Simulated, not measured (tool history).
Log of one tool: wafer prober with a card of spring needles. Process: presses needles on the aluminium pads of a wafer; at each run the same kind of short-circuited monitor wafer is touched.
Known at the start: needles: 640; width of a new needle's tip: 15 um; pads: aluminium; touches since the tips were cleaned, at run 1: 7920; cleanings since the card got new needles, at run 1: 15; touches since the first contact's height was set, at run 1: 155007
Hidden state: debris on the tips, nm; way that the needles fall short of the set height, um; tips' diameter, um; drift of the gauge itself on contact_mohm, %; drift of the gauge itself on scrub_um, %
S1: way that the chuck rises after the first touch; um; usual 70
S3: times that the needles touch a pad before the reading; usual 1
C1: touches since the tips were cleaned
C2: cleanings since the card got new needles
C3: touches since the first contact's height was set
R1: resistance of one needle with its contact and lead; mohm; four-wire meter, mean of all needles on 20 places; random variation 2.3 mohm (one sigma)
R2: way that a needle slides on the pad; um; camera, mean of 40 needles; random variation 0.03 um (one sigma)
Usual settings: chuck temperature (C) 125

{"run": 1, "hour": 0.0, "S1": 70, "chuck temperature (C)": 125, "S3": 1, "C1": 7920, "C2": 15, "C3": 155007, "R1": 328, "R2": 14.81}
{"hour": 1.5, "done": "tips cleaned on abrasive film"}
{"run": 2, "hour": 9.6, "S1": 70, "chuck temperature (C)": 125, "S3": 1, "C1": 3809, "C2": 16, "C3": 159472, "R1": 317, "R2": 14.82}
{"run": 3, "hour": 18.6, "S1": 70, "chuck temperature (C)": 125, "S3": 1, "C1": 8043, "C2": 16, "C3": 163706, "R1": 328, "R2": 14.72}
{"hour": 20.1, "done": "tips cleaned on abrasive film"}
{"run": 4, "hour": 28.9, "S1": 70, "chuck temperature (C)": 125, "S3": 1, "C1": 4126, "C2": 17, "C3": 168486, "R1": 316, "R2": 14.76}
{"hour": 37.8, "done": "tips cleaned on abrasive film"}
{"run": 5, "hour": 38.4, "S1": 70, "chuck temperature (C)": 125, "S3": 1, "C1": 244, "C2": 18, "C3": 172908, "R1": 273, "R2": 14.68}
{"run": 6, "hour": 51.9, "S1": 70, "chuck temperature (C)": 125, "S3": 1, "C1": 6601, "C2": 18, "C3": 179265, "R1": 328, "R2": 14.72}
{"hour": 56.7, "done": "tips cleaned on abrasive film"}
{"run": 7, "hour": 71.2, "S1": 70, "chuck temperature (C)": 125, "S3": 1, "C1": 6786, "C2": 19, "C3": 188294, "R1": 331, "R2": 14.7}
{"hour": 74.4, "done": "tips cleaned on abrasive film"}
{"run": 8, "hour": 86.0, "S1": 70, "chuck temperature (C)": 125, "S3": 1, "C1": 5481, "C2": 20, "C3": 195245, "R1": 325, "R2": 14.69}
{"hour": 92.2, "done": "tips cleaned on abrasive film"}
{"run": 9, "hour": 96.8, "S1": 70, "chuck temperature (C)": 125, "S3": 1, "C1": 2156, "C2": 21, "C3": 200251, "R1": 298, "R2": 14.68}
{"hour": 111.3, "done": "tips cleaned on abrasive film"}
{"run": 10, "hour": 117.1, "S1": 70, "chuck temperature (C)": 80, "S3": 1, "C1": 2729, "C2": 22, "C3": 209776, "R1": 304, "R2": 14.6}
{"hour": 129.5, "done": "tips cleaned on abrasive film"}
{"run": 11, "hour": 132.0, "S1": 70, "chuck temperature (C)": 80, "S3": 1, "C1": 1149, "C2": 23, "C3": 216716, "R1": 284, "R2": 14.64}
{"hour": 147.4, "done": "tips cleaned on abrasive film"}
{"run": 12, "hour": 147.4, "S1": 70, "chuck temperature (C)": 80, "S3": 1, "C1": 0, "C2": 24, "C3": 223907, "R1": 254, "R2": 14.61}
{"hour": 165.1, "done": "tips cleaned on abrasive film"}
{"hour": 167.0, "done": "height of the first contact set anew"}
{"run": 13, "hour": 167.0, "S1": 70, "chuck temperature (C)": 36, "S3": 1, "C1": 778, "C2": 25, "C3": 0, "R1": 270, "R2": 14.49}
{"run": 14, "hour": 182.0, "S1": 70, "chuck temperature (C)": 125, "S3": 1, "C1": 7820, "C2": 25, "C3": 7042, "R1": 335, "R2": 14.54}
{"hour": 183.3, "done": "tips cleaned on abrasive film"}
{"run": 15, "hour": 198.2, "S1": 69, "chuck temperature (C)": 125, "S3": 1, "C1": 7016, "C2": 26, "C3": 14625, "R1": 335, "R2": 14.34}
{"hour": 201.1, "done": "tips cleaned on abrasive film"}
{"run": 16, "hour": 216.2, "S1": 69, "chuck temperature (C)": 125, "S3": 1, "C1": 7095, "C2": 27, "C3": 23035, "R1": 331, "R2": 14.22}
{"hour": 220.1, "done": "tips cleaned on abrasive film"}
{"run": 17, "hour": 234.8, "S1": 70, "chuck temperature (C)": 29, "S3": 1, "C1": 6928, "C2": 28, "C3": 31754, "R1": 320, "R2": 14.53}
{"hour": 238.6, "done": "tips cleaned on abrasive film"}
{"hour": 255.8, "done": "height of the first contact set anew, once more"}
{"run": 18, "hour": 255.8, "S1": 72, "chuck temperature (C)": 125, "S3": 1, "C1": 7974, "C2": 29, "C3": 0, "R1": 325, "R2": 15.53}
{"hour": 256.9, "done": "tips cleaned on abrasive film"}
{"run": 19, "hour": 274.0, "S1": 72, "chuck temperature (C)": 125, "S3": 1, "C1": 8045, "C2": 30, "C3": 8505, "R1": 320, "R2": 15.54}
{"hour": 276.0, "done": "tips cleaned on abrasive film"}
{"run": 20, "hour": 286.2, "S1": 55, "chuck temperature (C)": 37, "S3": 3, "C1": 4773, "C2": 31, "C3": 14185, "R1": 281, "R2": 11.84}
{"hour": 294.5, "done": "tips cleaned on abrasive film"}
{"run": 21, "hour": 300.7, "S1": 80, "chuck temperature (C)": 53, "S3": 1, "C1": 2933, "C2": 32, "C3": 20976, "R1": 284, "R2": 17.28}
{"hour": 313.1, "done": "tips cleaned on abrasive film"}
{"run": 22, "hour": 319.4, "S1": 83, "chuck temperature (C)": 74, "S3": 1, "C1": 2975, "C2": 33, "C3": 29744, "R1": 281, "R2": 17.83}
{"hour": 331.8, "done": "tips cleaned on abrasive film"}
{"run": 23, "hour": 333.9, "S1": 83, "chuck temperature (C)": 116, "S3": 2, "C1": 957, "C2": 34, "C3": 36477, "R1": 264, "R2": 17.75}
{"run": 24, "hour": 346.9, "S1": 83, "chuck temperature (C)": 61, "S3": 2, "C1": 7077, "C2": 34, "C3": 42597, "R1": 273, "R2": 17.85}
{"hour": 350.9, "done": "tips cleaned on abrasive film"}
{"run": 25, "hour": 359.8, "S1": 74, "chuck temperature (C)": 37, "S3": 1, "C1": 4182, "C2": 35, "C3": 48645, "R1": 296, "R2": 15.86}
{"hour": 370.0, "done": "tips cleaned on abrasive film"}
{"run": 26, "hour": 379.2, "S1": 75, "chuck temperature (C)": 82, "S3": 1, "C1": 4347, "C2": 36, "C3": 57720, "R1": 307, "R2": 16.01}
{"hour": 387.9, "done": "tips cleaned on abrasive film"}
{"run": 27, "hour": 388.4, "S1": 52, "chuck temperature (C)": 114, "S3": 1, "C1": 231, "C2": 37, "C3": 61992, "R1": 289, "R2": 11.05}
{"hour": 405.7, "done": "tips cleaned on abrasive film"}
{"run": 28, "hour": 407.9, "S1": 53, "chuck temperature (C)": 125, "S3": 1, "C1": 1032, "C2": 38, "C3": 71100, "R1": 315, "R2": 11.22}
{"run": 29, "hour": 417.7, "S1": 68, "chuck temperature (C)": 35, "S3": 3, "C1": 5672, "C2": 38, "C3": 75740, "R1": 267, "R2": 14.49}
{"hour": 423.5, "done": "tips cleaned on abrasive film"}
{"run": 30, "hour": 427.5, "S1": 68, "chuck temperature (C)": 86, "S3": 2, "C1": 1892, "C2": 39, "C3": 80304, "R1": 277, "R2": 14.39}
{"run": 31, "hour": 439.4, "S1": 50, "chuck temperature (C)": 86, "S3": 1, "C1": 7500, "C2": 39, "C3": 85912, "R1": 394, "R2": 10.6}
{"hour": 441.5, "done": "tips cleaned on abrasive film"}
{"run": 32, "hour": 455.0, "S1": 50, "chuck temperature (C)": 86, "S3": 1, "C1": 6349, "C2": 40, "C3": 93166, "R1": 398, "R2": 10.53}
{"hour": 460.0, "done": "tips cleaned on abrasive film"}
{"run": 33, "hour": 473.2, "S1": 59, "chuck temperature (C)": 40, "S3": 1, "C1": 6223, "C2": 41, "C3": 101701, "R1": 345, "R2": 12.48}
{"hour": 477.6, "done": "tips cleaned on abrasive film"}
{"run": 34, "hour": 483.1, "S1": 64, "chuck temperature (C)": 71, "S3": 1, "C1": 2578, "C2": 42, "C3": 106304, "R1": 310, "R2": 13.57}

Forecast each of these 3 alternatives for the next run:
{"hour": 495.5, "done": "tips cleaned on abrasive film"}
{"run": "A", "hour": 502.5, "S1": 65, "chuck temperature (C)": 36, "S3": 1, "C1": 3306, "C2": 43, "C3": 115384, "R1": "?", "R2": "?"}
{"hour": 495.5, "done": "tips cleaned on abrasive film"}
{"run": "B", "hour": 502.5, "S1": 85, "chuck temperature (C)": 69, "S3": 1, "C1": 3306, "C2": 43, "C3": 115384, "R1": "?", "R2": "?"}
{"hour": 495.5, "done": "tips cleaned on abrasive film"}
{"run": "C", "hour": 502.5, "S1": 69, "chuck temperature (C)": 31, "S3": 2, "C1": 3306, "C2": 43, "C3": 115384, "R1": "?", "R2": "?"}

run=A R1=309 R2=13.7
run=B R1=288 R2=18.07
run=C R1=272 R2=14.62
Without the tool's hidden state the same runs would have given:
run=A R1=231 R2=14
run=B R1=241 R2=18.37
run=C R1=230 R2=14.93
